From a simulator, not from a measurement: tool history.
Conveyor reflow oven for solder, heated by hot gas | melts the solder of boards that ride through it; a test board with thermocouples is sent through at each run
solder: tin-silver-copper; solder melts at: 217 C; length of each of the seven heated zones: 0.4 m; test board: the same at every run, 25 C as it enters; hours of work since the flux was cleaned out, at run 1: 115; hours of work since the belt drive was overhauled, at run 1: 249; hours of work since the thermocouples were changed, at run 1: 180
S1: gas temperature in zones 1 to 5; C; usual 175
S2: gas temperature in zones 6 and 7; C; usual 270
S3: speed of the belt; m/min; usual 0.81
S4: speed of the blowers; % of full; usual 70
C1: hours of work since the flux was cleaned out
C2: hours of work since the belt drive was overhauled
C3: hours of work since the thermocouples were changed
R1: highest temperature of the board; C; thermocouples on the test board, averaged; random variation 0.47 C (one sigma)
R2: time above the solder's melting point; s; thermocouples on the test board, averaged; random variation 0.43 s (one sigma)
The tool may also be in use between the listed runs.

run     day   S1   S2     S3  S4   C1   C2   C3     R1    R2
  1       0  175  270   0.81  70  115  249  180  255.4  46.6
  2   0.704  175  270   0.81  70  125  258  190  255.5  46.7
  3   1.142  175  270   0.81  70  131  264  196  255.5  46.7
  4   1.646  175  270   0.81  70  138  271  203  255.8  46.6
  5   1.971  175  270   0.81  70  142  276  208  255.4    47
  6     2.6  175  275   0.81  70  151  285  217  259.6  48.3
  7   3.033  175  275   0.81  70  157  291  223  260.2  47.9
      3.525  -- flux residue cleaned out of gas plates and filters
  8   3.846  175  275   0.81  70    4  299  231    260  48.8
  9     4.2  175  263   0.81  70    9  304  236  249.1  43.7
 10   4.879  164  270   0.81  70   19  313  245  253.7  42.9
 11   5.458  164  270   0.81  70   27  321  253  253.5  43.1
      5.817  -- flux residue cleaned out of gas plates and filters, once more
 12   6.267  164  270   0.81  70    6  330  262  254.4  43.5
 13   7.008  164  270   0.81  70   17  340  272  254.5  43.2
 14   7.504  164  270   0.81  70   23  347  279  254.7  43.5
 15   8.042  164  270   0.81  70   31  354  286  254.5  42.7
 16   8.558  177  270   0.81  70   38  362  293  256.6  47.4
 17   8.988  177  272   0.75  70   44  368  299  260.7  53.8
 18   9.379  175  274  0.664  51   49  373  305  260.7  60.6
 19   9.779  161  274  0.833  63   55  379  310  253.7    41
 20  10.246  175  270  0.734  90   61  385  317    262  56.3
 21  10.958  175  270  0.734  90   71  395  327  261.4  56.2
 22  11.283  175  261  0.714  62   76  399  331  249.5  49.9
 23  11.846  183  266  0.955  70   84  407  339  248.5  38.2

Forecast run 24:
 24  12.583  177  260  0.899  52  94  417  349   ?   ?

{"run 24": {"R1": 238.6, "R2": 30.1}}
Without the tool's hidden state the same run would have given R1 238.2 C, R2 29.6 s.
